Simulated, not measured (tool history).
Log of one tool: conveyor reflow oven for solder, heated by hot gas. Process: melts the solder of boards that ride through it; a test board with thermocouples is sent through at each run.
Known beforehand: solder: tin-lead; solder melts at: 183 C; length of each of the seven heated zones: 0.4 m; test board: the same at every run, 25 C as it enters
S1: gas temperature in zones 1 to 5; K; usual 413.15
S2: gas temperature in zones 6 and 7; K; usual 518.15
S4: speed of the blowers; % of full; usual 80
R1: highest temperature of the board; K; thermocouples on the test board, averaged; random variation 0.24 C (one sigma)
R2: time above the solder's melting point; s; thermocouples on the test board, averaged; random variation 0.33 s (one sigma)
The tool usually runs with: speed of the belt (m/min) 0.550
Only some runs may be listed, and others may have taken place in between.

Run 1, hour 0.0: usual settings. Result: R1 497.35 K, R2 72.1 s.
At hour 22.7: flux residue cleaned out of gas plates and filters.
Run 2, hour 34.5: usual settings but S1 427.15 K. Result: R1 501.35 K, R2 81.2 s.
Run 3, hour 52.1: usual settings but S1 427.15 K. Result: R1 501.25 K, R2 81.1 s.
Run 4, hour 85.8: usual settings but S1 427.15 K. Result: R1 501.25 K, R2 81.2 s.
Run 5, hour 103.3: usual settings but S1 427.15 K. Result: R1 501.25 K, R2 81.1 s.
Run 6, hour 134.5: usual settings but S1 427.15 K. Result: R1 500.75 K, R2 80.9 s.
Run 7, hour 154.6: usual settings but S1 427.15 K. Result: R1 501.25 K, R2 81.4 s.
Run 8, hour 170.2: usual settings but S1 427.15 K. Result: R1 500.35 K, R2 81.1 s.
Run 9, hour 201.7: usual settings but S4 67 % of full. Result: R1 496.05 K, R2 70.8 s.
Run 10, hour 224.1: usual settings but S4 67 % of full. Result: R1 495.95 K, R2 70.1 s.
Run 11, hour 257.7: usual settings but S2 516.15 K, S4 67 % of full. Result: R1 493.75 K, R2 68.8 s.
Run 12, hour 273.2: usual settings but S2 516.15 K, S4 67 % of full. Result: R1 493.65 K, R2 69.7 s.
Run 13, hour 287.9: usual settings but S1 415.15 K, S2 511.15 K, speed of the belt (m/min) 0.591, S4 67 % of full. Result: R1 487.15 K, R2 58.8 s.

Run 14 comes next. What will it give?
Run 14, hour 312.3: usual settings but S1 416.15 K, S2 510.15 K, speed of the belt (m/min) 0.489, S4 65 % of full. Result: R1 ?, R2 ?.

Run 14 measured R1 492.95 K, R2 79.0 s.
Had the tool carried no hidden state, the very same run would have given R1 494.65 K, R2 79.6 s.

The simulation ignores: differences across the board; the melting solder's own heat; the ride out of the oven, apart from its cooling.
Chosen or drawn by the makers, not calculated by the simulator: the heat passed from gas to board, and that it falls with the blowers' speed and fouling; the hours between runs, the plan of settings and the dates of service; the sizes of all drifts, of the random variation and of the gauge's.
